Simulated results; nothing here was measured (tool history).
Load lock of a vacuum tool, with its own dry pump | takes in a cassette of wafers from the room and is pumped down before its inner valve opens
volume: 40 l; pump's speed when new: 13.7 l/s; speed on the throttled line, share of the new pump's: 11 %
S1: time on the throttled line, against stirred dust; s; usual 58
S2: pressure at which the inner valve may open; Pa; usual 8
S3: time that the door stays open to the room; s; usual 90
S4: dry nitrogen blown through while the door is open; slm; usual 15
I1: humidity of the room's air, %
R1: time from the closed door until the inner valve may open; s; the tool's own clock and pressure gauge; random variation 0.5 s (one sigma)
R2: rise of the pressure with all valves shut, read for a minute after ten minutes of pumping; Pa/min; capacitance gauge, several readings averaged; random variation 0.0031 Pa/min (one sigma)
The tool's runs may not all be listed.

run,hour,S1,S2,S3,S4,I1,R1,R2
1,0,58,8,90,15,44,81.4,0.549
2,526.2,58,8,90,15,43.5,80.7,0.604
3,1109.2,58,8,90,15,45.9,81.5,0.683
4,1556.8,46,8,90,15,44.2,70.7,0.741
# hour 1702.5: door's seal changed, seat wiped
5,1831.6,46,8,90,15,47.7,71,0.069
6,2246,46,8,90,17,46,71,0.071
7,2548.2,58,8,90,18,46.1,81.8,0.085
8,3187,58,8,26,18,40.1,82.4,0.088
9,3489.4,58,8,90,14,46.4,81.7,0.129
10,3759.7,58,8,90,14,46.1,81.5,0.142
11,4071.4,58,8,90,14,45.9,83.1,0.173
12,4658.3,58,11,90,15,44.3,81.6,0.199
13,5175.2,58,11,90,15,45.4,81.9,0.239
14,5690.9,58,11,90,15,45,81.8,0.271
15,6020.9,73,11,90,28,46.5,95.9,0.281
16,6392.8,58,8,90,5,41.4,83.2,0.332
17,6869.5,31,14,124,14,45.1,58.4,0.382
18,7214.3,31,14,124,14,43.5,58.5,0.433

Forecast each of these 4 alternatives for the next run:
A,7715.5,104,14,68,14,44.7,?,?
B,7715.5,37,10,124,25,45.5,?,?
C,7715.5,58,8,135,7,40.9,?,?
D,7715.5,31,10,124,14,46.1,?,?

run,R1,R2
A,121.1,0.459
B,65,0.463
C,83.4,0.473
D,59.4,0.473
Without the tool's hidden state the same runs would have given:
run,R1,R2
A,117.9,0.056
B,59.9,0.062
C,78.7,0.074
D,54.3,0.071
